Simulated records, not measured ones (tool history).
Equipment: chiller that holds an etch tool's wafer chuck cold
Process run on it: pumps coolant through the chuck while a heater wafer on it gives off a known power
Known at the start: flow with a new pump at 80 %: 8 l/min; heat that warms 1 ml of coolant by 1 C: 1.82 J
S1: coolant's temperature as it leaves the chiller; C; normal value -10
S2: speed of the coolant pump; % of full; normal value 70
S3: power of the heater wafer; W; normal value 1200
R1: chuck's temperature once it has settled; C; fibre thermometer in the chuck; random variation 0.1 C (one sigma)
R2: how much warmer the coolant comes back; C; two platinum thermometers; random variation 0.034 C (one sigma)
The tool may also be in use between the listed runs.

{"run": 1, "hour": 0.0, "S1": -10, "S2": 70, "S3": 1200, "R1": 0.8, "R2": 5.63}
{"run": 2, "hour": 20.6, "S1": -17, "S2": 70, "S3": 1200, "R1": -6.1, "R2": 5.66}
{"run": 3, "hour": 61.9, "S1": -17, "S2": 70, "S3": 1200, "R1": -6.2, "R2": 5.66}
{"run": 4, "hour": 97.6, "S1": -17, "S2": 70, "S3": 1200, "R1": -6.0, "R2": 5.62}
{"run": 5, "hour": 119.9, "S1": -17, "S2": 70, "S3": 1200, "R1": -6.2, "R2": 5.67}
{"run": 6, "hour": 152.7, "S1": -10, "S2": 66, "S3": 1200, "R1": 1.4, "R2": 5.98}
{"run": 7, "hour": 196.0, "S1": -2, "S2": 70, "S3": 1200, "R1": 9.0, "R2": 5.66}
{"run": 8, "hour": 229.9, "S1": -2, "S2": 70, "S3": 1200, "R1": 9.2, "R2": 5.62}
{"run": 9, "hour": 260.7, "S1": -2, "S2": 70, "S3": 1200, "R1": 9.0, "R2": 5.66}
{"run": 10, "hour": 289.8, "S1": -2, "S2": 70, "S3": 1200, "R1": 8.9, "R2": 5.65}
{"run": 11, "hour": 324.7, "S1": -2, "S2": 70, "S3": 1200, "R1": 8.9, "R2": 5.63}
{"run": 12, "hour": 356.2, "S1": -1, "S2": 70, "S3": 1200, "R1": 10.1, "R2": 5.66}
{"run": 13, "hour": 401.4, "S1": -10, "S2": 67, "S3": 1200, "R1": 1.4, "R2": 5.88}
{"run": 14, "hour": 433.6, "S1": -10, "S2": 67, "S3": 1200, "R1": 1.3, "R2": 5.9}
{"run": 15, "hour": 474.1, "S1": -10, "S2": 67, "S3": 1200, "R1": 1.5, "R2": 5.91}
{"run": 16, "hour": 497.2, "S1": -10, "S2": 67, "S3": 1200, "R1": 1.4, "R2": 5.93}
{"run": 17, "hour": 522.4, "S1": -15, "S2": 70, "S3": 1200, "R1": -3.8, "R2": 5.7}
{"run": 18, "hour": 563.0, "S1": -11, "S2": 84, "S3": 1200, "R1": -1.0, "R2": 4.73}
{"run": 19, "hour": 611.9, "S1": -11, "S2": 84, "S3": 1200, "R1": -1.1, "R2": 4.75}
{"hour": 617.5, "done": "chiller's thermometer calibrated"}
{"run": 20, "hour": 636.5, "S1": -4, "S2": 66, "S3": 1200, "R1": 7.7, "R2": 5.97}

Estimate the outcome of run 21 from the log above:
{"run": 21, "hour": 676.6, "S1": -15, "S2": 75, "S3": 1038, "R1": "?", "R2": "?"}

{"run 21": {"R1": -5.9, "R2": 4.6}}
On a tool with no hidden condition, and with the same random variation, this run would have come out at R1 -6.9 C, R2 4.57 C.
